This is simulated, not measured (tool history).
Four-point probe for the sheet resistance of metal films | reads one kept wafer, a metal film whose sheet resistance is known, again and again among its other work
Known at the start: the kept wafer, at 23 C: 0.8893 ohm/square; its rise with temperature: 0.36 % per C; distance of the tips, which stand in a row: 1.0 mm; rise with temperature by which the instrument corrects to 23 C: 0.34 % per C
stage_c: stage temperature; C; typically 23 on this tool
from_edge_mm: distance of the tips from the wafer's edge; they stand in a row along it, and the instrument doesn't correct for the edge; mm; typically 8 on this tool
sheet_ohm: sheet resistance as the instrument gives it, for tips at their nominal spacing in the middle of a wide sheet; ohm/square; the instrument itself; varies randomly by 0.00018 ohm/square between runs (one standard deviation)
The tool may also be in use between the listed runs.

run	day	stage_c	from_edge_mm	sheet_ohm
1	0	23	8	0.894998
2	1.192	23	8	0.895253
3	2.554	23	8	0.89506
4	4.758	23	6	0.901198
5	6.025	23	8	0.895341
6	8.188	23	8	0.894993
7	10.679	23	6	0.901131
8	12.171	22	8	0.89526
9	14.15	22	8	0.895205
# day 14.804: stage's thermometer calibrated
10	16.675	22	8	0.894097
11	18.762	33	8	0.896254
12	19.838	23	8	0.89449
13	21.083	23	34	0.88731
14	22.396	23	8	0.894742
15	24.721	26	8	0.895021
16	27.15	26	8	0.895343
17	28.367	26	8	0.895379
18	30.633	22	8	0.894854
19	32.054	22	8	0.894753
20	34.046	22	8	0.894211
21	35.971	22	8	0.894916
22	37.179	22	8	0.894548
23	38.288	22	8	0.894824
24	39.354	30	61	0.889011
25	41.512	29	35	0.889166
26	42.633	29	35	0.889356
27	44.333	29	5	0.907577
28	46.367	33	9	0.895716
29	48.396	23	4	0.917002
30	50.004	23	4	0.91697
31	51.888	23	4	0.916878
32	53.767	25	60	0.888392
33	54.933	25	60	0.888852
34	56.433	28	52	0.889324
35	57.488	28	52	0.889065
36	59.858	28	52	0.889355
37	61.008	31	17	0.891437
38	62.638	33	6	0.903484
39	64.738	33	6	0.903082
40	65.833	33	6	0.903488
41	67.838	33	6	0.903513
42	70.108	33	6	0.903412
43	71.704	21	37	0.888881
44	74.092	19	8	0.895597

A few steps of sheet_ohm between consecutive runs. Split each: what settings, incoming material and random variation would produce without the hidden state, and what is left over for the hidden state, along with gauge scatter present in only one of the two compared results (measured, and without hidden state):
What the log doesn't record here: inner tips' distance over the nominal, %; tips' flats over new ones', %; wafer's true temperature over the reading, C; drift of the gauge itself on sheet_ohm, %.
Run 9 -> 10: stage's thermometer calibrated. sheet_ohm -0.001108 ohm/square: hidden state -0.001163, all else +0.000055.
Run 26 -> 27: from_edge_mm 35 -> 5. sheet_ohm +0.018221 ohm/square: hidden state +0.000022, all else +0.018199.
Run 27 -> 28: stage_c 29 -> 33, from_edge_mm 5 -> 9. sheet_ohm -0.011861 ohm/square: hidden state +0.000079, all else -0.01194.
Run 28 -> 29: stage_c 33 -> 23, from_edge_mm 9 -> 4. sheet_ohm +0.021286 ohm/square: hidden state +0.000044, all else +0.021242.
Run 31 -> 32: stage_c 23 -> 25, from_edge_mm 4 -> 60. sheet_ohm -0.028486 ohm/square: hidden state +0.000095, all else -0.028581.

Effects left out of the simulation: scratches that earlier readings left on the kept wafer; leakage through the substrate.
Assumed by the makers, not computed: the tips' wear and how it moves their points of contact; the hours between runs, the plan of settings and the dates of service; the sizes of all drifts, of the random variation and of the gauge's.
